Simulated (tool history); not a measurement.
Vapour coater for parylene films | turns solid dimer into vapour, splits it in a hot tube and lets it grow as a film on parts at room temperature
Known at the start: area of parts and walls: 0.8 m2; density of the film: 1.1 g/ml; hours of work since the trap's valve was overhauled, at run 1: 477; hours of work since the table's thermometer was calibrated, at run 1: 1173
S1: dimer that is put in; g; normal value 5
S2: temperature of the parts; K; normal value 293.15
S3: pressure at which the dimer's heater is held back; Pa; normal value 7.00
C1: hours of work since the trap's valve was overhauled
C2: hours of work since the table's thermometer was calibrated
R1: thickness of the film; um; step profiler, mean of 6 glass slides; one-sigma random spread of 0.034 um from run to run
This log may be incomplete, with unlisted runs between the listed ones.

run   hour  S1      S2    S3   C1    C2    R1
  1    0.0   5  293.15  7.00  477  1173  2.95
  2   47.1   5  293.15  7.00  516  1212  2.94
  3   74.3   5  293.15  7.00  538  1235  2.89
  4  105.3   5  293.15  7.00  564  1260  2.92
     138.2  -- trap's valve overhauled
  5  146.4   5  293.15  7.00    7  1291  3.38
  6  193.4   5  293.15  7.00   46  1330  3.25
  7  235.0   5  294.15  7.00   80  1364  3.08
  8  288.3   5  293.15  7.30  124  1408  3.20
  9  327.1   5  293.15  7.30  156  1440  3.13
 10  363.6   5  293.15  7.30  186  1470  3.22
 11  395.6   5  293.15  7.30  213  1497  3.18
 12  437.7   3  293.15  7.30  248  1532  1.88
 13  486.0   3  293.15  7.00  287  1572  1.87
 14  513.7   3  297.15  7.00  310  1595  1.50
 15  550.7   3  297.15  7.00  341  1625  1.48
 16  583.9   3  301.15  3.32  368  1653  1.33
 17  636.9   3  301.15  3.32  412  1696  1.33
 18  685.0   5  293.15  2.83  452  1736  3.18
     701.2  -- table's thermometer calibrated
 19  710.3   5  293.15  2.83  472     7  3.39
 20  764.0   5  303.15  7.00  517    52  1.93
 21  795.7   5  297.15  6.13  543    78  2.55
 22  843.2   5  295.15  4.08  582   117  2.89
     852.5  -- trap's valve overhauled
 23  872.5   5  295.15  4.08   17   138  3.23
 24  902.7   4  289.15  2.15   42   163  3.61
 25  935.0   9  293.15  7.00   68   190  6.04
 26  959.5   9  293.15  7.00   88   210  6.04

Below are 3 alternative next runs, each starting from the tool's condition after run 26. Predict each:
  A  984.1   9  293.15  10.27  109  230   ?
  B  984.1   5  293.15   4.80  109  230   ?
  C  984.1   3  302.15   8.78  109  230   ?

run    R1
  A  5.84
  B  3.48
  C  1.27
Without the tool's hidden state the same runs would have given:
run    R1
  A  5.99
  B  3.58
  C  1.30
